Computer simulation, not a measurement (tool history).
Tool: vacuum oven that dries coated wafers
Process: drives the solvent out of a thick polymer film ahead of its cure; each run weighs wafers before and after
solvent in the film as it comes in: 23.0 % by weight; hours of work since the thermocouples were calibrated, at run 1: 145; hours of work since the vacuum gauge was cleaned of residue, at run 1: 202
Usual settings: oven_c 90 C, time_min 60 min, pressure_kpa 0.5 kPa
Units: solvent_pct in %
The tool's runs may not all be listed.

| run | day | oven_c | time_min | pressure_kpa | hours of work since the thermocouples were calibrated | hours of work since the vacuum gauge was cleaned of residue | solvent_pct |
|---|---|---|---|---|---|---|---|
| 1 | 0 | 90 | 60 | 0.5 | 145 | 202 | 1.51 |
| 2 | 0.892 | 84 | 60 | 0.5 | 154 | 210 | 2.72 |
| 3 | 2.592 | 84 | 60 | 0.5 | 170 | 227 | 2.71 |
| 4 | 3.775 | 90 | 30 | 0.5 | 182 | 238 | 5.08 |
| 5 | 5.117 | 90 | 30 | 0.5 | 195 | 251 | 5.12 |
| 6 | 6.896 | 90 | 30 | 0.5 | 212 | 269 | 5.07 |
| 7 | 8.6 | 90 | 30 | 0.5 | 229 | 285 | 5.07 |
| 8 | 9.596 | 90 | 30 | 0.5 | 238 | 295 | 5.07 |
| 9 | 11.092 | 90 | 30 | 0.5 | 253 | 309 | 5.02 |
| 10 | 11.917 | 90 | 30 | 0.5 | 261 | 317 | 5.08 |
| 11 | 13.704 | 90 | 30 | 0.5 | 278 | 334 | 5.04 |
| 12 | 14.454 | 90 | 60 | 1.749 | 285 | 342 | 2.08 |
| 13 | 15.917 | 90 | 60 | 1.749 | 299 | 356 | 2.07 |
| 14 | 17.433 | 90 | 60 | 0.5 | 314 | 370 | 1.52 |
| 15 | 18.342 | 102 | 60 | 0.5 | 323 | 379 | 0.38 |
| 16 | 19.575 | 90 | 60 | 1.925 | 335 | 391 | 2.18 |
| 17 | 20.9 | 90 | 60 | 1.925 | 348 | 404 | 2.16 |
| 18 | 22.275 | 92 | 49 | 1.785 | 361 | 417 | 2.44 |
| 19 | 23.433 | 88 | 72 | 1.785 | 372 | 428 | 1.87 |
| 20 | 24.733 | 88 | 40 | 0.5 | 385 | 441 | 3.83 |

The next listed run, before its measurement:
| 21 | 25.888 | 99 | 33 | 0.881 | 396 | 452 | ? |

solvent_pct: 2.38 %
Without the tool's hidden state the same run would have given solvent_pct 2.35 %.
